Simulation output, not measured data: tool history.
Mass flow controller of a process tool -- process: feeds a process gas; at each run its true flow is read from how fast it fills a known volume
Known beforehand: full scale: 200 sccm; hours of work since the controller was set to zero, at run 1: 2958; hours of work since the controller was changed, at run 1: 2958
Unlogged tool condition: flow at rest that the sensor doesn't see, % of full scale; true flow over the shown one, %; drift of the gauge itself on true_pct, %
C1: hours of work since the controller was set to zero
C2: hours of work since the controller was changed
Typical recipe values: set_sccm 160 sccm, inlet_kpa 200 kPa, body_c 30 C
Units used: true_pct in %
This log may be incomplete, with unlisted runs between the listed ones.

run 1 hour=0 | set_sccm=160 inlet_kpa=200 body_c=30 | C1=2958 C2=2958 | true_pct=99.49
run 2 hour=409.3 | set_sccm=21 inlet_kpa=200 body_c=30 | C1=3124 C2=3124 | true_pct=98.41
run 3 hour=781.3 | set_sccm=21 inlet_kpa=200 body_c=30 | C1=3276 C2=3276 | true_pct=98.61
run 4 hour=1128 | set_sccm=160 inlet_kpa=200 body_c=30 | C1=3417 C2=3417 | true_pct=99.82
run 5 hour=1372.1 | set_sccm=160 inlet_kpa=200 body_c=30 | C1=3517 C2=3517 | true_pct=99.91
run 6 hour=1676 | set_sccm=160 inlet_kpa=200 body_c=21 | C1=3641 C2=3641 | true_pct=100.38
run 7 hour=1938.8 | set_sccm=46 inlet_kpa=200 body_c=21 | C1=3748 C2=3748 | true_pct=99.49
run 8 hour=2358.7 | set_sccm=46 inlet_kpa=200 body_c=21 | C1=3919 C2=3919 | true_pct=99.69
run 9 hour=2590.2 | set_sccm=84 inlet_kpa=254 body_c=30 | C1=4014 C2=4014 | true_pct=99.34
run 10 hour=2819.4 | set_sccm=24 inlet_kpa=254 body_c=24 | C1=4107 C2=4107 | true_pct=99.2
run 11 hour=3026.8 | set_sccm=24 inlet_kpa=254 body_c=24 | C1=4192 C2=4192 | true_pct=99.26
run 12 hour=3271.4 | set_sccm=24 inlet_kpa=177 body_c=30 | C1=4291 C2=4291 | true_pct=99.53

Alternative continuations, all from the tool just after run 12; predict every row:
run A hour=3556.8 | set_sccm=24 inlet_kpa=243 body_c=25 | C1=4408 C2=4408 | true_pct=?
run B hour=3556.8 | set_sccm=153 inlet_kpa=198 body_c=30 | C1=4408 C2=4408 | true_pct=?
run C hour=3556.8 | set_sccm=167 inlet_kpa=148 body_c=21 | C1=4408 C2=4408 | true_pct=?
run D hour=3556.8 | set_sccm=108 inlet_kpa=200 body_c=22 | C1=4408 C2=4408 | true_pct=?

run=A true_pct=99.55
run=B true_pct=100.48
run=C true_pct=101.32
run=D true_pct=100.38
With no hidden state in the tool, these same runs would have given:
run=A true_pct=98.53
run=B true_pct=99.41
run=C true_pct=100.24
run=D true_pct=99.31
